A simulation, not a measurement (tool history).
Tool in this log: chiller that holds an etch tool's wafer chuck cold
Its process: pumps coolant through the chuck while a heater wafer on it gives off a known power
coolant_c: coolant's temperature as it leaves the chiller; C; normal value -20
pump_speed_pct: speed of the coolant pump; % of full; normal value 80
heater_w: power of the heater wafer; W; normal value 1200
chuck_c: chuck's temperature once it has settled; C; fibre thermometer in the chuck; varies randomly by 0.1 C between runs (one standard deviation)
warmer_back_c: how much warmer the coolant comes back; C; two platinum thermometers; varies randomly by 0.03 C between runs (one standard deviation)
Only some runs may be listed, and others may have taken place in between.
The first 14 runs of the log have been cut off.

run    hour  coolant_c  pump_speed_pct  heater_w  hours since the coolant was changed and the channels were flushed  hours since the pump was overhauled  hours since the chiller's thermometer was calibrated  chuck_c  warmer_back_c
 15   537.2        -20              72      1636                                                               6026                                 1447                                                  2166     -7.5           4.56
 16     580        -20              80       629                                                               6069                                 1489                                                  2209    -15.2           1.57
 17   630.2        -20              80      1366                                                               6119                                 1540                                                  2259    -10.1           3.45
 18   677.5        -20              71      1200                                                               6166                                 1587                                                  2306    -10.6           3.43
 19   711.3        -20              71      1200                                                               6200                                 1621                                                  2340    -10.6            3.4
 20   738.1        -20              71      1200                                                               6227                                 1647                                                  2367    -10.6           3.46
 21   761.1        -20              71      1200                                                               6250                                 1670                                                  2390    -10.6           3.41
 22     802        -20              70      1200                                                               6291                                 1711                                                  2431    -10.3           3.51
 23   851.3        -20              70      1200                                                               6340                                 1761                                                  2480    -10.6            3.5
 24   891.2        -11              98       899                                                               6380                                 1801                                                  2520     -5.3           1.84
 25   941.2        -20              89       654                                                               6430                                 1851                                                  2570    -15.5            1.5
 26   991.3        -20              89       654                                                               6480                                 1901                                                  2620    -15.6           1.44
 27  1042.7        -20              60      1200                                                               6531                                 1952                                                  2672     -9.3              4
     1046.2  -- chiller's thermometer calibrated
 28  1088.2        -30              80       873                                                               6576                                 1996                                                    42    -23.7           2.21
 29  1115.3        -12              82       828                                                               6603                                 2024                                                    69     -6.2           2.07
 30  1148.4        -20              65      1200                                                               6636                                 2057                                                   102    -10.2           3.72
 31  1185.9        -20              65      1200                                                               6674                                 2094                                                   140      -10           3.78
 32  1231.3        -20              65      1200                                                               6719                                 2140                                                   185      -10           3.72

Alternative continuations, all from the tool just after run 32; predict every row:
  A  1274.6        -26              65      1127                                                               6762                                 2183                                                   228        ?              ?
  B  1274.6        -23              71      1200                                                               6762                                 2183                                                   228        ?              ?
  C  1274.6        -27              79      1753                                                               6762                                 2183                                                   228        ?              ?

run  chuck_c  warmer_back_c
  A    -16.7           3.46
  B    -13.8           3.41
  C    -14.1            4.5
Stripped of hidden state, with their random variation kept, the same runs would have yielded:
run  chuck_c  warmer_back_c
  A    -17.5           3.39
  B    -14.6           3.33
  C    -15.3           4.41
